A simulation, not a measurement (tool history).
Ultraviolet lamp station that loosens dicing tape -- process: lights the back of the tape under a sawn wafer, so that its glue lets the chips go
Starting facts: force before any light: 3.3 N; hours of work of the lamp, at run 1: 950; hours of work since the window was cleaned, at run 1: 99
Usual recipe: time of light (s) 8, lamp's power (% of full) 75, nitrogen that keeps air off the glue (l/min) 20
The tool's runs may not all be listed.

run,hour,time of light (s),lamp's power (% of full),nitrogen that keeps air off the glue (l/min),hours of work of the lamp,hours of work since the window was cleaned,force that peels the tape off (N),light that reached the tape (J/m2)
1,0.0,8,75,20,950,99,0.612,1970
2,29.5,8,75,20,963,112,0.607,1940
3,65.5,8,75,20,979,128,0.648,1940
4,102.3,8,75,20,995,144,0.644,1890
5,142.7,5,75,20,1013,161,1.081,1190
6,201.0,9,75,20,1039,187,0.549,2100
7,255.5,9,75,20,1063,211,0.549,2040
8,324.6,9,75,20,1093,241,0.565,2060
9,390.7,9,75,20,1122,270,0.595,1990
10,453.6,9,75,20,1150,298,0.608,1980
11,513.3,8,75,20,1176,324,0.727,1750
12,577.0,8,75,9,1204,352,1.005,1720
13,640.2,8,75,9,1232,380,1.043,1700
14,699.4,8,75,16,1258,406,0.825,1660
15,755.7,8,75,16,1283,431,0.822,1600
16,787.7,8,75,16,1297,445,0.858,1610
17,847.6,8,85,16,1323,471,0.736,1750
18,875.6,8,85,16,1335,484,0.734,1810
19,941.1,8,85,16,1364,512,0.743,1750
20,1006.1,4,85,16,1393,541,1.514,860
21,1035.1,6,75,20,1406,554,1.152,1120
# hour 1044.8: window cleaned of glue's vapour
22,1076.3,7,70,20,1423,14,0.918,1430
23,1107.3,7,96,20,1437,28,0.607,1970
24,1143.6,10,65,6,1453,43,1.113,1860
25,1191.0,10,65,6,1474,64,1.109,1840
26,1232.3,5,90,7,1492,82,1.376,1230
27,1268.5,8,63,20,1508,98,0.961,1420
28,1297.6,7,84,12,1521,111,0.940,1640
29,1362.2,13,84,26,1549,140,0.309,3010
30,1430.2,7,98,38,1579,169,0.509,1860
31,1475.6,14,98,17,1599,189,0.291,3620
32,1505.5,14,79,9,1612,203,0.527,2920
33,1553.8,7,79,37,1633,224,0.721,1460
34,1598.3,11,76,11,1653,243,0.732,2130
35,1627.1,11,76,11,1666,256,0.715,2140
36,1675.7,11,76,11,1687,277,0.721,2080
37,1740.1,11,76,11,1715,306,0.746,2080
38,1776.1,8,67,7,1731,321,1.427,1280
39,1806.7,5,98,10,1745,335,1.383,1180
40,1850.2,5,98,10,1764,354,1.419,1140
41,1913.2,5,98,10,1791,382,1.467,1130
42,1948.8,7,75,7,1807,397,1.484,1240

For some of the steps in force that peels the tape off (N) from one run to the next: how much would appear even if the tool had no hidden state, given the settings, what came in and random variation, and how much remains for the hidden state plus any gauge scatter that the measured result and the result without hidden state don't share?
Unlogged tool condition in this case: lamp's light, % of a new lamp's; light that the window lets through, % of a clean one's; drift of the gauge itself on peel_n, %; drift of the gauge itself on dose_mj_cm2, %.
Run 19 -> 20: time of light (s) 8 -> 4. force that peels the tape off (N) +0.771: hidden state +0.189, all else +0.582.
Run 28 -> 29: time of light (s) 7 -> 13, nitrogen that keeps air off the glue (l/min) 12 -> 26. force that peels the tape off (N) -0.631: hidden state -0.291, all else -0.340.
Run 37 -> 38: time of light (s) 11 -> 8, lamp's power (% of full) 76 -> 67, nitrogen that keeps air off the glue (l/min) 11 -> 7. force that peels the tape off (N) +0.681: hidden state +0.209, all else +0.472.

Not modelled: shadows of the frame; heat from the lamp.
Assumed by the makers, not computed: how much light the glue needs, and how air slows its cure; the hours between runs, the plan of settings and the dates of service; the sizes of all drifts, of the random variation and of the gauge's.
